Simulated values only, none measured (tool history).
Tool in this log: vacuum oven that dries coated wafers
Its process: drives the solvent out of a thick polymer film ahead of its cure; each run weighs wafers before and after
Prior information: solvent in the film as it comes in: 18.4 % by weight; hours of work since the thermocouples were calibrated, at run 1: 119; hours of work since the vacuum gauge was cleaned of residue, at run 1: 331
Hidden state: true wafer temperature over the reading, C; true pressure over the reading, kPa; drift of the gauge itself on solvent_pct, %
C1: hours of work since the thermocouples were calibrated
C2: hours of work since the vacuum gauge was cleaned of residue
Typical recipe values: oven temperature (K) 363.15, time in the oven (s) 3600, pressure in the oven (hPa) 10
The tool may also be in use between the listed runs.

run 1 hour=0 | oven_temperature_(K)=363.15 time_in_the_oven_(s)=3600 pressure_in_the_oven_(hPa)=10 | C1=119 C2=331 | solvent_left_in_the_film_(%)=3.02
run 2 hour=12.8 | oven_temperature_(K)=363.15 time_in_the_oven_(s)=3600 pressure_in_the_oven_(hPa)=10 | C1=127 C2=339 | solvent_left_in_the_film_(%)=3.05
run 3 hour=24.1 | oven_temperature_(K)=371.15 time_in_the_oven_(s)=3600 pressure_in_the_oven_(hPa)=10 | C1=134 C2=346 | solvent_left_in_the_film_(%)=1.99
run 4 hour=30.8 | oven_temperature_(K)=371.15 time_in_the_oven_(s)=3600 pressure_in_the_oven_(hPa)=10 | C1=139 C2=351 | solvent_left_in_the_film_(%)=1.99
run 5 hour=40.5 | oven_temperature_(K)=363.15 time_in_the_oven_(s)=3600 pressure_in_the_oven_(hPa)=14.6 | C1=145 C2=357 | solvent_left_in_the_film_(%)=3.79
run 6 hour=53.4 | oven_temperature_(K)=372.15 time_in_the_oven_(s)=3600 pressure_in_the_oven_(hPa)=10 | C1=153 C2=365 | solvent_left_in_the_film_(%)=1.81
run 7 hour=60 | oven_temperature_(K)=372.15 time_in_the_oven_(s)=3600 pressure_in_the_oven_(hPa)=10 | C1=157 C2=369 | solvent_left_in_the_film_(%)=1.91
run 8 hour=72.4 | oven_temperature_(K)=372.15 time_in_the_oven_(s)=2220 pressure_in_the_oven_(hPa)=10 | C1=165 C2=377 | solvent_left_in_the_film_(%)=2.81
run 9 hour=86.8 | oven_temperature_(K)=361.15 time_in_the_oven_(s)=3120 pressure_in_the_oven_(hPa)=25.1 | C1=175 C2=387 | solvent_left_in_the_film_(%)=6.8

Run 10 comes next. What will it give?
run 10 hour=97.5 | oven_temperature_(K)=361.15 time_in_the_oven_(s)=3120 pressure_in_the_oven_(hPa)=25.1 | C1=182 C2=394 | solvent_left_in_the_film_(%)=?

{"run 10": {"solvent left in the film (%)": 6.77}}
If the tool had no hidden condition, the same run with the same run-to-run variation would have returned solvent left in the film (%) 6.72.
